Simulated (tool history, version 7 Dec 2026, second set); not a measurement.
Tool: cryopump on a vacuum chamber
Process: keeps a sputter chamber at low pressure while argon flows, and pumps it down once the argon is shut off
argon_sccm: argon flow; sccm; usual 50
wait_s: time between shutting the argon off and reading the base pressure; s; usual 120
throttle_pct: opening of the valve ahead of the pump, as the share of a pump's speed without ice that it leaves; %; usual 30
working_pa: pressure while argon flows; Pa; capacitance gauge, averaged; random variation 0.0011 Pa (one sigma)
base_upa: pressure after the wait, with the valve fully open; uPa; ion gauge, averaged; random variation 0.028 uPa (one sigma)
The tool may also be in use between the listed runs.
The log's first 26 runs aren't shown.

Run 27, hour 401.4: usual settings but argon_sccm 31 sccm, wait_s 95 s. Result: working_pa 0.1617 Pa, base_upa 1.77 uPa.
Run 28, hour 416.1: usual settings but wait_s 158 s, throttle_pct 51 %. Result: working_pa 0.1635 Pa, base_upa 1.27 uPa.
Run 29, hour 428.5: usual settings but wait_s 158 s, throttle_pct 51 %. Result: working_pa 0.1655 Pa, base_upa 1.31 uPa.
Run 30, hour 439.1: usual settings but throttle_pct 25 %. Result: working_pa 0.3137 Pa, base_upa 1.5 uPa.
Run 31, hour 448.9: usual settings but throttle_pct 25 %. Result: working_pa 0.3155 Pa, base_upa 1.56 uPa.
Run 32, hour 468.4: usual settings but argon_sccm 72 sccm, wait_s 287 s, throttle_pct 45 %. Result: working_pa 0.2695 Pa, base_upa 0.98 uPa.
Run 33, hour 482.1: usual settings but argon_sccm 72 sccm, wait_s 53 s, throttle_pct 45 %. Result: working_pa 0.2688 Pa, base_upa 2.87 uPa.
Run 34, hour 495.3: usual settings but argon_sccm 72 sccm, wait_s 53 s, throttle_pct 45 %. Result: working_pa 0.2721 Pa, base_upa 2.85 uPa.

Forecast each of these 3 alternatives for the next run:
Run A, hour 511.4: usual settings but argon_sccm 72 sccm, wait_s 25 s, throttle_pct 45 %. Result: working_pa ?, base_upa ?.
Run B, hour 511.4: usual settings but argon_sccm 72 sccm, wait_s 30 s, throttle_pct 33 %. Result: working_pa ?, base_upa ?.
Run C, hour 511.4: usual settings but throttle_pct 23 %. Result: working_pa ?, base_upa ?.

run  working_pa  base_upa
  A      0.2727      5.55
  B      0.3533      4.73
  C      0.3439       1.6
Without the tool's hidden state the same runs would have given:
run  working_pa  base_upa
  A       0.232      5.22
  B      0.3132       4.4
  C      0.3157      1.28

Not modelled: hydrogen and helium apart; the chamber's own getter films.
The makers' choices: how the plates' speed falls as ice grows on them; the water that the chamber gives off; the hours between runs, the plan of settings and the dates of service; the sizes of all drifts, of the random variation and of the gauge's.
